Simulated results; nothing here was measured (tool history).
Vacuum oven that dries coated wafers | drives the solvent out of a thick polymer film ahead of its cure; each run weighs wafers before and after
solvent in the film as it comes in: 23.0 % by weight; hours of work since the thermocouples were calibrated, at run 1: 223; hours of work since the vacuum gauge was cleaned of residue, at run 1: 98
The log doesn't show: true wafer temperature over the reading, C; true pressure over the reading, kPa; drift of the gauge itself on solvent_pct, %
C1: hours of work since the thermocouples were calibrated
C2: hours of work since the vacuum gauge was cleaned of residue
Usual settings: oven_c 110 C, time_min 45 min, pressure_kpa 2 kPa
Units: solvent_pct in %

run 1 hour=0 | oven_c=110 time_min=45 pressure_kpa=2 | C1=223 C2=98 | solvent_pct=6.16
run 2 hour=13.5 | oven_c=124 time_min=45 pressure_kpa=2 | C1=231 C2=107 | solvent_pct=2.1
run 3 hour=29.7 | oven_c=117 time_min=45 pressure_kpa=2 | C1=242 C2=117 | solvent_pct=3.68
run 4 hour=42.1 | oven_c=117 time_min=45 pressure_kpa=2 | C1=249 C2=125 | solvent_pct=3.74
run 5 hour=53.9 | oven_c=117 time_min=45 pressure_kpa=2 | C1=257 C2=132 | solvent_pct=3.61
run 6 hour=73.1 | oven_c=117 time_min=45 pressure_kpa=2 | C1=269 C2=144 | solvent_pct=3.75
run 7 hour=91.7 | oven_c=117 time_min=45 pressure_kpa=2 | C1=281 C2=156 | solvent_pct=3.74
run 8 hour=112.5 | oven_c=123 time_min=45 pressure_kpa=2 | C1=294 C2=169 | solvent_pct=2.33
run 9 hour=124.8 | oven_c=110 time_min=45 pressure_kpa=2 | C1=302 C2=177 | solvent_pct=6.24
run 10 hour=141.1 | oven_c=110 time_min=45 pressure_kpa=2 | C1=312 C2=188 | solvent_pct=6.28
run 11 hour=162.3 | oven_c=110 time_min=45 pressure_kpa=2 | C1=326 C2=201 | solvent_pct=6.11
run 12 hour=182.8 | oven_c=110 time_min=45 pressure_kpa=2 | C1=339 C2=214 | solvent_pct=6.25
-- hour=185.4 vacuum gauge cleaned of residue and calibrated
run 13 hour=207.2 | oven_c=108 time_min=22 pressure_kpa=2 | C1=353 C2=14 | solvent_pct=11.36
-- hour=222.4 vacuum gauge cleaned of residue and calibrated, once more
run 14 hour=229.1 | oven_c=108 time_min=22 pressure_kpa=2 | C1=366 C2=4 | solvent_pct=11.3
run 15 hour=246.1 | oven_c=108 time_min=22 pressure_kpa=2 | C1=377 C2=15 | solvent_pct=11.46
run 16 hour=267.1 | oven_c=108 time_min=22 pressure_kpa=2 | C1=390 C2=28 | solvent_pct=11.4
run 17 hour=290.5 | oven_c=113 time_min=77 pressure_kpa=3.85 | C1=405 C2=43 | solvent_pct=4.79
run 18 hour=308.3 | oven_c=110 time_min=54 pressure_kpa=6.94 | C1=416 C2=55 | solvent_pct=9.92
run 19 hour=321.5 | oven_c=120 time_min=77 pressure_kpa=1.73 | C1=425 C2=63 | solvent_pct=1.62
run 20 hour=337.7 | oven_c=120 time_min=77 pressure_kpa=1.73 | C1=435 C2=73 | solvent_pct=1.64
run 21 hour=348.2 | oven_c=99 time_min=41 pressure_kpa=5.96 | C1=442 C2=80 | solvent_pct=15.14
run 22 hour=360.6 | oven_c=111 time_min=45 pressure_kpa=7.01 | C1=449 C2=88 | solvent_pct=10.39
run 23 hour=377.7 | oven_c=110 time_min=61 pressure_kpa=3.54 | C1=460 C2=99 | solvent_pct=6.25

5 ways to go on from here, each from the tool as it stands after run 23. What would each give?
run A hour=397.7 | oven_c=97 time_min=61 pressure_kpa=3.54 | C1=473 C2=111 | solvent_pct=?
run B hour=397.7 | oven_c=120 time_min=45 pressure_kpa=5.08 | C1=473 C2=111 | solvent_pct=?
run C hour=397.7 | oven_c=106 time_min=59 pressure_kpa=2.75 | C1=473 C2=111 | solvent_pct=?
run D hour=397.7 | oven_c=100 time_min=45 pressure_kpa=1.14 | C1=473 C2=111 | solvent_pct=?
run E hour=397.7 | oven_c=115 time_min=61 pressure_kpa=7.68 | C1=473 C2=111 | solvent_pct=?

run=A solvent_pct=12.22
run=B solvent_pct=5.44
run=C solvent_pct=7.14
run=D solvent_pct=9.82
run=E solvent_pct=8.18
Without the tool's hidden state the same runs would have given:
run=A solvent_pct=11.57
run=B solvent_pct=5.04
run=C solvent_pct=6.58
run=D solvent_pct=9.24
run=E solvent_pct=7.69

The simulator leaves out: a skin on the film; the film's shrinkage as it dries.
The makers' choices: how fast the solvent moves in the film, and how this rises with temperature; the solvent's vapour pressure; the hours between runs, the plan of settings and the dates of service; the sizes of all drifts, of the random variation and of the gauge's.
